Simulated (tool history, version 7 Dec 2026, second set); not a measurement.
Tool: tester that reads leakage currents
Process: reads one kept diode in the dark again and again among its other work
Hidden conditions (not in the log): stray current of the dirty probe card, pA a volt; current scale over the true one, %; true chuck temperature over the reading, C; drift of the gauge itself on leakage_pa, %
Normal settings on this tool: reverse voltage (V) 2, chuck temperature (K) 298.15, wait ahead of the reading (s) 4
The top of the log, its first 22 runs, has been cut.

| run | hour | reverse voltage (V) | chuck temperature (K) | wait ahead of the reading (s) | hours of work since the probe card was cleaned | hours of work since the tester was calibrated | hours of work since the chuck was calibrated | current that the tester gives (pA) |
|---|---|---|---|---|---|---|---|---|
| 23 | 2163.9 | 5.1 | 294.15 | 0.98 | 856 | 1939 | 886 | 123.56 |
| 24 | 2266.9 | 14.3 | 298.15 | 1.66 | 901 | 1984 | 930 | 267.96 |
| 25 | 2367 | 2 | 298.15 | 0.66 | 944 | 2027 | 974 | 130.27 |
| 26 | 2504.9 | 3.01 | 298.15 | 0.45 | 1003 | 2087 | 1033 | 152.43 |
| 27 | 2569.7 | 10.78 | 303.15 | 1.38 | 1031 | 2115 | 1061 | 386.94 |
| 28 | 2669.3 | 1.49 | 296.15 | 4 | 1074 | 2158 | 1104 | 95.32 |
| 29 | 2776.9 | 1.49 | 296.15 | 4 | 1121 | 2204 | 1151 | 96.07 |
| 30 | 2884.7 | 2.66 | 296.15 | 0.65 | 1168 | 2251 | 1197 | 119.78 |
| 31 | 2955.8 | 7.22 | 296.15 | 0.73 | 1198 | 2281 | 1228 | 171.51 |
| 32 | 3019.2 | 10.06 | 305.15 | 0.48 | 1226 | 2309 | 1256 | 459.31 |
| 33 | 3122.4 | 10.06 | 305.15 | 0.48 | 1270 | 2353 | 1300 | 457.32 |
|  | 3250.7 | chuck's temperature calibrated |
| 34 | 3262.5 | 10.06 | 305.15 | 0.48 | 1330 | 2413 | 5 | 455.99 |
| 35 | 3370.1 | 10.06 | 305.15 | 0.48 | 1376 | 2460 | 52 | 458.77 |
|  | 3393.5 | probe card cleaned and baked |
| 36 | 3452.7 | 10.06 | 305.15 | 0.48 | 26 | 2494 | 86 | 454.98 |
| 37 | 3563.8 | 10.06 | 321.15 | 0.55 | 74 | 2542 | 134 | 1875.13 |
| 38 | 3660.6 | 10.06 | 321.15 | 0.55 | 115 | 2584 | 176 | 1866.34 |
| 39 | 3787.4 | 2 | 301.15 | 4 | 170 | 2639 | 231 | 173.12 |
| 40 | 3918.4 | 15.62 | 307.15 | 1.44 | 227 | 2695 | 287 | 644.84 |

Branching from run 40: 3 alternative next runs. What would each branch give?
| A | 4059.5 | 2 | 298.15 | 0.62 | 288 | 2756 | 348 | ? |
| B | 4059.5 | 1.96 | 293.15 | 1.37 | 288 | 2756 | 348 | ? |
| C | 4059.5 | 3.33 | 304.15 | 1.44 | 288 | 2756 | 348 | ? |

| run | current that the tester gives (pA) |
|---|---|
| A | 129.91 |
| B | 79.34 |
| C | 275.87 |
Stripped of hidden state, with their random variation kept, the same runs would have yielded:
| run | current that the tester gives (pA) |
|---|---|
| A | 129.94 |
| B | 79.35 |
| C | 275.95 |
